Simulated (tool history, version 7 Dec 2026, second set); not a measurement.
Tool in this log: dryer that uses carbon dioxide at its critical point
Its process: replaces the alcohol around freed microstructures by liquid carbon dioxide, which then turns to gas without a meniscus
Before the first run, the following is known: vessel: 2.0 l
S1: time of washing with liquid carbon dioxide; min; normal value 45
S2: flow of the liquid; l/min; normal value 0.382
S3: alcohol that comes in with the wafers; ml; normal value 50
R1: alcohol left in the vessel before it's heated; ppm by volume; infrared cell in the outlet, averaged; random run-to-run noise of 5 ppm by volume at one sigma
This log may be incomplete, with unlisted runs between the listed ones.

{"run": 1, "hour": 0.0, "S1": 45, "S2": 0.382, "S3": 50, "R1": 78}
{"run": 2, "hour": 20.0, "S1": 45, "S2": 0.382, "S3": 50, "R1": 81}
{"run": 3, "hour": 42.1, "S1": 55, "S2": 0.382, "S3": 50, "R1": 60}
{"run": 4, "hour": 64.1, "S1": 55, "S2": 0.382, "S3": 50, "R1": 71}
{"run": 5, "hour": 91.4, "S1": 45, "S2": 0.382, "S3": 50, "R1": 84}
{"hour": 95.1, "done": "inlet filter changed"}
{"run": 6, "hour": 118.6, "S1": 45, "S2": 0.382, "S3": 50, "R1": 75}
{"run": 7, "hour": 141.1, "S1": 69, "S2": 0.382, "S3": 50, "R1": 66}
{"run": 8, "hour": 156.9, "S1": 69, "S2": 0.382, "S3": 50, "R1": 62}
{"run": 9, "hour": 184.5, "S1": 69, "S2": 0.382, "S3": 50, "R1": 68}
{"run": 10, "hour": 206.1, "S1": 45, "S2": 0.382, "S3": 50, "R1": 88}
{"run": 11, "hour": 230.0, "S1": 45, "S2": 0.382, "S3": 50, "R1": 89}
{"run": 12, "hour": 250.7, "S1": 45, "S2": 0.382, "S3": 22, "R1": 79}
{"run": 13, "hour": 267.6, "S1": 45, "S2": 0.46, "S3": 50, "R1": 74}
{"run": 14, "hour": 293.3, "S1": 45, "S2": 0.46, "S3": 50, "R1": 86}
{"run": 15, "hour": 318.3, "S1": 45, "S2": 0.46, "S3": 50, "R1": 87}
{"run": 16, "hour": 349.8, "S1": 45, "S2": 0.46, "S3": 50, "R1": 81}
{"run": 17, "hour": 365.2, "S1": 61, "S2": 0.275, "S3": 50, "R1": 89}
{"run": 18, "hour": 389.9, "S1": 61, "S2": 0.582, "S3": 102, "R1": 86}
{"run": 19, "hour": 417.7, "S1": 61, "S2": 0.486, "S3": 101, "R1": 88}
{"run": 20, "hour": 445.1, "S1": 41, "S2": 0.559, "S3": 50, "R1": 93}
{"run": 21, "hour": 471.5, "S1": 66, "S2": 0.559, "S3": 50, "R1": 90}
{"run": 22, "hour": 496.3, "S1": 45, "S2": 0.382, "S3": 33, "R1": 96}
{"run": 23, "hour": 526.7, "S1": 68, "S2": 0.279, "S3": 88, "R1": 101}
{"run": 24, "hour": 551.8, "S1": 57, "S2": 0.44, "S3": 63, "R1": 90}
{"run": 25, "hour": 569.5, "S1": 32, "S2": 0.256, "S3": 69, "R1": 1042}
{"run": 26, "hour": 595.5, "S1": 71, "S2": 0.271, "S3": 49, "R1": 100}

Run 27, settings as shown, results not yet in. Your forecast:
{"run": 27, "hour": 615.1, "S1": 57, "S2": 0.271, "S3": 49, "R1": "?"}

Run 27 yielded R1 128 ppm by volume.
With the hidden condition absent and the run-to-run variation left alone, this run would have shown R1 21 ppm by volume.
